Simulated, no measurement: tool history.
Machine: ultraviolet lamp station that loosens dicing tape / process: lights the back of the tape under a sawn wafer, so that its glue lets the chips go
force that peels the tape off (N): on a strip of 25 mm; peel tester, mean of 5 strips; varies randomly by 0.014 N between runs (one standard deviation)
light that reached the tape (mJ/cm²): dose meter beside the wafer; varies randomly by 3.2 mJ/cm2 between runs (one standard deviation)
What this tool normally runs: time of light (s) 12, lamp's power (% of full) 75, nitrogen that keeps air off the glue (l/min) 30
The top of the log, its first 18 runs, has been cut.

| run | hour | time of light (s) | lamp's power (% of full) | nitrogen that keeps air off the glue (l/min) | hours of work of the lamp | hours of work since the window was cleaned | force that peels the tape off (N) | light that reached the tape (mJ/cm²) |
|---|---|---|---|---|---|---|---|---|
| 19 | 633 | 12 | 75 | 51 | 422 | 269 | 0.489 | 496 |
| 20 | 680.1 | 12 | 75 | 51 | 443 | 289 | 0.504 | 503 |
| 21 | 704.5 | 12 | 74 | 51 | 453 | 300 | 0.5 | 496 |
|  | 738.3 | window cleaned of glue's vapour |
| 22 | 751.8 | 12 | 63 | 10 | 473 | 6 | 1.49 | 421 |
| 23 | 773.3 | 12 | 85 | 21 | 482 | 15 | 0.619 | 569 |
| 24 | 805.4 | 16 | 91 | 30 | 496 | 29 | 0.275 | 805 |
| 25 | 845.4 | 16 | 91 | 52 | 513 | 46 | 0.224 | 817 |
| 26 | 873.1 | 15 | 79 | 12 | 524 | 57 | 0.67 | 658 |
| 27 | 906.4 | 15 | 63 | 11 | 539 | 72 | 1.025 | 521 |
| 28 | 932.8 | 10 | 75 | 30 | 550 | 83 | 0.892 | 415 |
| 29 | 973.2 | 12 | 86 | 60 | 567 | 100 | 0.352 | 571 |
| 30 | 1007.7 | 18 | 75 | 25 | 582 | 115 | 0.34 | 745 |
| 31 | 1043.6 | 21 | 71 | 25 | 597 | 130 | 0.284 | 831 |
| 32 | 1092.4 | 12 | 75 | 57 | 618 | 151 | 0.471 | 497 |
| 33 | 1124.2 | 12 | 75 | 57 | 631 | 164 | 0.484 | 492 |
| 34 | 1156 | 12 | 75 | 57 | 645 | 178 | 0.476 | 496 |
| 35 | 1184.6 | 8 | 70 | 40 | 657 | 190 | 1.201 | 311 |
| 36 | 1218.8 | 8 | 70 | 40 | 672 | 204 | 1.193 | 312 |
| 37 | 1262.9 | 22 | 75 | 30 | 690 | 223 | 0.238 | 919 |
| 38 | 1312.6 | 22 | 77 | 39 | 711 | 244 | 0.21 | 934 |
| 39 | 1351.7 | 15 | 76 | 18 | 728 | 261 | 0.531 | 637 |
| 40 | 1380.4 | 15 | 67 | 35 | 740 | 273 | 0.484 | 563 |
| 41 | 1411.5 | 15 | 65 | 27 | 753 | 286 | 0.601 | 535 |
| 42 | 1439.1 | 9 | 92 | 30 | 765 | 298 | 0.716 | 455 |

Each row is a separate what-if for the run after 42, all from the same tool condition, not one after another. Results?
| A | 1465 | 12 | 75 | 48 | 776 | 309 | ? | ? |
| B | 1465 | 12 | 75 | 16 | 776 | 309 | ? | ? |
| C | 1465 | 12 | 86 | 30 | 776 | 309 | ? | ? |
| D | 1465 | 12 | 75 | 34 | 776 | 309 | ? | ? |
| E | 1465 | 8 | 64 | 52 | 776 | 309 | ? | ? |

| run | force that peels the tape off (N) | light that reached the tape (mJ/cm²) |
|---|---|---|
| A | 0.512 | 498 |
| B | 0.86 | 504 |
| C | 0.489 | 577 |
| D | 0.579 | 499 |
| E | 1.258 | 279 |
Without the tool's unlogged condition, the same runs would have read:
| run | force that peels the tape off (N) | light that reached the tape (mJ/cm²) |
|---|---|---|
| A | 0.508 | 500 |
| B | 0.855 | 506 |
| C | 0.485 | 579 |
| D | 0.575 | 501 |
| E | 1.251 | 280 |
